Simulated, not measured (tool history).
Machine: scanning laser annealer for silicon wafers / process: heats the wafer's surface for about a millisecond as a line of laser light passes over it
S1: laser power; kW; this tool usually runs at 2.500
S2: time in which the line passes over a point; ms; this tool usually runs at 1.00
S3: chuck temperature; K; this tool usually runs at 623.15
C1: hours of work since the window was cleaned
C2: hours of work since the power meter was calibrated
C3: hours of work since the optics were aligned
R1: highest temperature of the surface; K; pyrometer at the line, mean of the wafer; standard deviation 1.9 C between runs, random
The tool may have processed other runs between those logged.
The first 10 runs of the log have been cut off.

Run 11, hour 254.8: usual settings but S3 600.15 K; C1 285; C2 557; C3 585. Result: R1 1316.15 K.
Run 12, hour 276.0: usual settings but S3 600.15 K; C1 302; C2 574; C3 602. Result: R1 1308.15 K.
Run 13, hour 310.0: usual settings but S1 2.599 kW; C1 329; C2 600; C3 629. Result: R1 1368.15 K.
Run 14, hour 327.3: usual settings but S1 2.599 kW; C1 342; C2 614; C3 642. Result: R1 1367.15 K.
Run 15, hour 343.1: usual settings but S1 2.599 kW, S2 1.10 ms; C1 355; C2 626; C3 655. Result: R1 1394.15 K.
Run 16, hour 360.0: usual settings but S1 2.599 kW, S2 1.10 ms; C1 368; C2 640; C3 668. Result: R1 1390.15 K.
Run 17, hour 380.6: usual settings; C1 384; C2 656; C3 684. Result: R1 1323.15 K.
Run 18, hour 404.3: usual settings; C1 403; C2 674; C3 703. Result: R1 1317.15 K.
Run 19, hour 434.0: usual settings but S2 0.75 ms, S3 643.15 K; C1 426; C2 698; C3 726. Result: R1 1254.15 K.
At hour 454.3: window over the wafer cleaned.
Run 20, hour 470.1: usual settings but S1 2.522 kW, S3 629.15 K; C1 12; C2 724; C3 752. Result: R1 1382.15 K.
Run 21, hour 500.5: usual settings but S1 2.328 kW, S3 629.15 K; C1 36; C2 748; C3 776. Result: R1 1305.15 K.
At hour 507.8: optics aligned, line set to its width.
Run 22, hour 524.1: usual settings but S3 587.15 K; C1 51; C2 763; C3 13. Result: R1 1320.15 K.
Run 23, hour 543.1: usual settings but S1 2.304 kW, S3 629.15 K; C1 66; C2 778; C3 28. Result: R1 1290.15 K.
Run 24, hour 564.7: usual settings but S1 2.304 kW, S3 638.15 K; C1 83; C2 794; C3 45. Result: R1 1295.15 K.
At hour 572.5: optics aligned, line set to its width, once more.
Run 25, hour 605.3: usual settings but S1 2.304 kW, S3 638.15 K; C1 110; C2 822; C3 26. Result: R1 1299.15 K.
Run 26, hour 639.9: usual settings but S1 2.304 kW, S3 638.15 K; C1 138; C2 849; C3 53. Result: R1 1298.15 K.
Run 27, hour 661.3: usual settings but S1 2.304 kW, S3 638.15 K; C1 154; C2 866; C3 70. Result: R1 1294.15 K.
Run 28, hour 676.9: usual settings but S1 2.304 kW, S3 638.15 K; C1 166; C2 878; C3 82. Result: R1 1293.15 K.
Run 29, hour 691.7: usual settings but S1 2.304 kW, S3 638.15 K; C1 178; C2 890; C3 93. Result: R1 1296.15 K.
Run 30, hour 712.8: usual settings but S1 2.304 kW, S3 638.15 K; C1 195; C2 906; C3 110. Result: R1 1288.15 K.
Run 31, hour 745.9: usual settings but S1 2.304 kW, S3 638.15 K; C1 221; C2 932; C3 136. Result: R1 1285.15 K.
Run 32, hour 776.7: usual settings but S2 0.78 ms; C1 245; C2 956; C3 160. Result: R1 1262.15 K.
Run 33, hour 798.3: usual settings but S1 2.264 kW, S3 614.15 K; C1 262; C2 973; C3 177. Result: R1 1242.15 K.
Run 34, hour 826.1: usual settings but S1 2.709 kW, S2 0.95 ms, S3 610.15 K; C1 283; C2 995; C3 199. Result: R1 1382.15 K.
Run 35, hour 842.0: usual settings but S1 2.709 kW, S2 0.95 ms, S3 610.15 K; C1 296; C2 1008; C3 211. Result: R1 1376.15 K.

Branching from run 35: 5 alternative next runs. What would each branch give?
Run A, hour 870.0: usual settings but S1 2.485 kW, S2 1.15 ms, S3 642.15 K; C1 318; C2 1030; C3 233. Result: R1 ?.
Run B, hour 870.0: usual settings but S1 2.304 kW, S2 1.23 ms, S3 628.15 K; C1 318; C2 1030; C3 233. Result: R1 ?.
Run C, hour 870.0: usual settings but S1 2.698 kW, S2 1.14 ms, S3 584.15 K; C1 318; C2 1030; C3 233. Result: R1 ?.
Run D, hour 870.0: usual settings but S1 2.469 kW, S3 594.15 K; C1 318; C2 1030; C3 233. Result: R1 ?.
Run E, hour 870.0: usual settings but S2 0.71 ms, S3 604.15 K; C1 318; C2 1030; C3 233. Result: R1 ?.

run       R1
  A  1385.15
  B  1322.15
  C  1408.15
  D  1290.15
  E  1211.15
Without the tool's unlogged condition, the same runs would have read:
run       R1
  A  1440.15
  B  1373.15
  C  1468.15
  D  1341.15
  E  1256.15

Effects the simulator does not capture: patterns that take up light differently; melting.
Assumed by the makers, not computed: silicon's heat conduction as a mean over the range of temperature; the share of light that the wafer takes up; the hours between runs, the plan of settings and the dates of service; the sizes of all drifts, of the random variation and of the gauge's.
